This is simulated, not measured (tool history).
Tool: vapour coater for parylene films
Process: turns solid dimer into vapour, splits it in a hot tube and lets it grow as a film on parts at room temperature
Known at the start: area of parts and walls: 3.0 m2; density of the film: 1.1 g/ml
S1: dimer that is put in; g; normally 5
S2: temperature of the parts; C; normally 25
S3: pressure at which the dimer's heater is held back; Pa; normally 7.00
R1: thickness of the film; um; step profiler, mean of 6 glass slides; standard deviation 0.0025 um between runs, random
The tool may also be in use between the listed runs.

run	hour	S1	S2	S3	R1
1	0.0	5	25	7.00	0.623
2	11.8	5	25	7.00	0.622
3	20.7	5	25	7.00	0.623
4	40.8	5	25	7.00	0.621
# hour 51.7: trap's valve overhauled
5	60.7	5	25	9.75	0.630
6	78.5	5	25	9.75	0.629
7	98.0	5	25	3.15	0.756
8	108.1	5	25	3.15	0.750
9	127.6	5	25	3.15	0.750
10	138.6	5	25	3.15	0.751
11	153.7	5	25	3.15	0.745
12	169.0	5	25	3.15	0.738
13	186.0	5	25	5.94	0.665
14	204.3	4	25	5.94	0.530
15	220.4	5	25	3.97	0.698

The next listed run, before its measurement:
16	238.4	5	25	3.97	?

Run 16 produced R1 0.697 um.
Were there no unlogged condition in the tool, this run, its random variation unchanged, would have produced R1 0.734 um.
